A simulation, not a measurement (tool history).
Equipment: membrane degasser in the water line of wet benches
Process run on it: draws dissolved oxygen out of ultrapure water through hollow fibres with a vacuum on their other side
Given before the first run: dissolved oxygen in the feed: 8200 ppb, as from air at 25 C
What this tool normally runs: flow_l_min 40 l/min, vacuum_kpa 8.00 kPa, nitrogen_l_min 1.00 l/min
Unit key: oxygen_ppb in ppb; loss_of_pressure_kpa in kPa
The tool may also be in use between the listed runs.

| run | day | flow_l_min | vacuum_kpa | nitrogen_l_min | oxygen_ppb | loss_of_pressure_kpa |
|---|---|---|---|---|---|---|
| 1 | 0.000 | 40 | 8.00 | 1.00 | 373.5 | 28.68 |
| 2 | 6.721 | 40 | 15.91 | 1.00 | 924.5 | 28.59 |
| 3 | 16.542 | 40 | 17.21 | 1.00 | 1006.1 | 28.45 |
| 4 | 24.838 | 40 | 4.99 | 1.00 | 143.4 | 28.49 |
| 5 | 32.371 | 40 | 4.99 | 0.70 | 189.9 | 28.42 |
| 6 | 39.100 | 40 | 4.99 | 0.70 | 188.3 | 28.39 |
|  | 44.058 | vacuum gauge calibrated |
| 7 | 46.096 | 40 | 4.99 | 0.70 | 187.6 | 28.34 |
| 8 | 53.017 | 40 | 4.99 | 0.70 | 189.9 | 28.49 |
| 9 | 62.050 | 40 | 8.00 | 1.00 | 372.8 | 28.19 |
| 10 | 68.638 | 40 | 8.60 | 1.00 | 417.5 | 28.06 |
| 11 | 74.121 | 40 | 8.60 | 1.00 | 411.7 | 28.26 |
| 12 | 82.554 | 27 | 5.82 | 1.72 | 93.4 | 18.87 |
|  | 83.625 | membrane cartridge changed |
| 13 | 90.258 | 40 | 17.31 | 2.49 | 501.1 | 28.19 |
|  | 93.746 | seals of the vacuum lines changed |
| 14 | 94.500 | 40 | 17.31 | 2.49 | 496.1 | 28.05 |
| 15 | 102.383 | 40 | 15.07 | 0.78 | 1048.2 | 27.75 |

Forecast run 16:
|  | 106.458 | gauge calibrated |
| 16 | 107.117 | 40 | 15.07 | 0.78 | ? | ? |

{"run 16": {"oxygen_ppb": 1042.7, "loss_of_pressure_kpa": 28.74}}
Without the tool's hidden state the same run would have given oxygen_ppb 1042.5 ppb, loss_of_pressure_kpa 28.74 kPa.
